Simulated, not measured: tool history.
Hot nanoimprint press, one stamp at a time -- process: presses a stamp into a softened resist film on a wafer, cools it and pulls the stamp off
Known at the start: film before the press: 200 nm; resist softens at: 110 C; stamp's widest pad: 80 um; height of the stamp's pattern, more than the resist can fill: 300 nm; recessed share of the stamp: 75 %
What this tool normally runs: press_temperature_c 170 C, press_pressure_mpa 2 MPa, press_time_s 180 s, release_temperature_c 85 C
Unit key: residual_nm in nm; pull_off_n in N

{"run": 1, "day": 0.0, "press_temperature_c": 170, "press_pressure_mpa": 2, "press_time_s": 180, "release_temperature_c": 85, "residual_nm": 71.7, "pull_off_n": 240}
{"run": 2, "day": 0.725, "press_temperature_c": 170, "press_pressure_mpa": 2, "press_time_s": 180, "release_temperature_c": 85, "residual_nm": 71.2, "pull_off_n": 233}
{"run": 3, "day": 1.667, "press_temperature_c": 170, "press_pressure_mpa": 2, "press_time_s": 180, "release_temperature_c": 85, "residual_nm": 71.5, "pull_off_n": 238}
{"day": 2.238, "done": "stamp cleaned and given a new release coat"}
{"run": 4, "day": 2.921, "press_temperature_c": 170, "press_pressure_mpa": 2, "press_time_s": 180, "release_temperature_c": 85, "residual_nm": 71.3, "pull_off_n": 239}
{"run": 5, "day": 3.958, "press_temperature_c": 170, "press_pressure_mpa": 2, "press_time_s": 122, "release_temperature_c": 85, "residual_nm": 81.2, "pull_off_n": 236}
{"run": 6, "day": 4.883, "press_temperature_c": 170, "press_pressure_mpa": 2, "press_time_s": 122, "release_temperature_c": 85, "residual_nm": 81.5, "pull_off_n": 246}
{"run": 7, "day": 5.733, "press_temperature_c": 170, "press_pressure_mpa": 2, "press_time_s": 122, "release_temperature_c": 85, "residual_nm": 81.6, "pull_off_n": 243}
{"run": 8, "day": 6.292, "press_temperature_c": 170, "press_pressure_mpa": 2, "press_time_s": 122, "release_temperature_c": 85, "residual_nm": 80.9, "pull_off_n": 234}
{"run": 9, "day": 6.796, "press_temperature_c": 170, "press_pressure_mpa": 2, "press_time_s": 122, "release_temperature_c": 85, "residual_nm": 81, "pull_off_n": 240}
{"run": 10, "day": 7.85, "press_temperature_c": 170, "press_pressure_mpa": 2, "press_time_s": 122, "release_temperature_c": 85, "residual_nm": 81.1, "pull_off_n": 228}
{"run": 11, "day": 8.6, "press_temperature_c": 170, "press_pressure_mpa": 2, "press_time_s": 122, "release_temperature_c": 85, "residual_nm": 81.5, "pull_off_n": 242}
{"run": 12, "day": 9.517, "press_temperature_c": 170, "press_pressure_mpa": 2, "press_time_s": 122, "release_temperature_c": 85, "residual_nm": 81.8, "pull_off_n": 237}
{"run": 13, "day": 10.575, "press_temperature_c": 170, "press_pressure_mpa": 2, "press_time_s": 94, "release_temperature_c": 85, "residual_nm": 87.5, "pull_off_n": 246}
{"day": 11.65, "done": "plate thermocouple calibrated"}
{"run": 14, "day": 11.65, "press_temperature_c": 170, "press_pressure_mpa": 2, "press_time_s": 110, "release_temperature_c": 85, "residual_nm": 84.1, "pull_off_n": 236}

Branching from run 14: 4 alternative next runs. What would each branch give?
{"run": "A", "day": 12.562, "press_temperature_c": 170, "press_pressure_mpa": 2, "press_time_s": 180, "release_temperature_c": 73, "residual_nm": "?", "pull_off_n": "?"}
{"run": "B", "day": 12.562, "press_temperature_c": 170, "press_pressure_mpa": 2, "press_time_s": 180, "release_temperature_c": 88, "residual_nm": "?", "pull_off_n": "?"}
{"run": "C", "day": 12.562, "press_temperature_c": 179, "press_pressure_mpa": 2.88, "press_time_s": 110, "release_temperature_c": 92, "residual_nm": "?", "pull_off_n": "?"}
{"run": "D", "day": 12.562, "press_temperature_c": 170, "press_pressure_mpa": 2.6, "press_time_s": 180, "release_temperature_c": 85, "residual_nm": "?", "pull_off_n": "?"}

run=A residual_nm=71.7 pull_off_n=313
run=B residual_nm=71.6 pull_off_n=217
run=C residual_nm=50.6 pull_off_n=195
run=D residual_nm=61.7 pull_off_n=232
The same runs, with their run-to-run variation unchanged, on a tool lacking any hidden condition would have given:
run=A residual_nm=71.7 pull_off_n=311
run=B residual_nm=71.5 pull_off_n=215
run=C residual_nm=50.6 pull_off_n=194
run=D residual_nm=61.7 pull_off_n=231
